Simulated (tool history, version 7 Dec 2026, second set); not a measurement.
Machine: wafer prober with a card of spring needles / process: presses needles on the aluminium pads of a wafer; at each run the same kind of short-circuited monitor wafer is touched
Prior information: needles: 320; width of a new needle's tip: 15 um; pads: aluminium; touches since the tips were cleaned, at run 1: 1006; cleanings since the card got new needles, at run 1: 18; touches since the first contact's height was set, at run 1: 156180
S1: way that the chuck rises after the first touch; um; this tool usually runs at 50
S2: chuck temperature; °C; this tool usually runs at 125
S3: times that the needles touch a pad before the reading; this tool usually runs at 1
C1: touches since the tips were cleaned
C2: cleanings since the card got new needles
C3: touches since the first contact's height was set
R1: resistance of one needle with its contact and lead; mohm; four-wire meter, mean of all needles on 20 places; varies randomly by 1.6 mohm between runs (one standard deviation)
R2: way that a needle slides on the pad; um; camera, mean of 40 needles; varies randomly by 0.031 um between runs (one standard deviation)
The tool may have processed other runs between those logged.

run,hour,S1,S2,S3,C1,C2,C3,R1,R2
1,0,50,125,1,1006,18,156180,184,8.52
2,16.9,50,125,1,4819,18,159993,236,8.41
3,24.1,50,125,1,6440,18,161614,254,8.49
# hour 32.7: tips cleaned on abrasive film
4,36.9,50,125,1,939,19,164483,307,8.42
5,50.7,50,125,1,4058,19,167602,300,8.44
6,66.3,50,125,1,7585,19,171129,294,8.38
# hour 70.9: tips cleaned on abrasive film
7,75.1,50,113,1,950,20,173091,185,8.36
8,89.1,50,113,1,4120,20,176261,236,8.39
9,97.9,50,125,1,6107,20,178248,256,8.39
10,107.2,50,98,1,8201,20,180342,267,8.39
# hour 108.7: tips cleaned on abrasive film
11,123.8,50,125,2,3394,21,184055,200,8.34
# hour 132.6: tips cleaned on abrasive film, once more
12,138.6,50,25,1,1351,22,187388,180,8.31
13,149.6,50,125,2,3829,22,189866,201,8.39
14,159.5,50,125,2,6057,22,192094,216,8.37
# hour 169.7: tips cleaned on abrasive film
15,172.3,50,125,2,583,23,194973,170,8.38
16,188.7,50,125,2,4274,23,198664,209,8.32
17,195.8,50,125,2,5884,23,200274,220,8.34
# hour 206.8: tips cleaned on abrasive film
18,211.4,50,27,1,1020,24,203763,178,8.35

What will run 19 give?
19,222.6,44,125,1,3565,24,206308,?,?

Logged for run 19: R1 254 mohm, R2 7.25 um.
Minus the tool's unlogged condition, the same run would have read R1 151 mohm, R2 7.79 um.
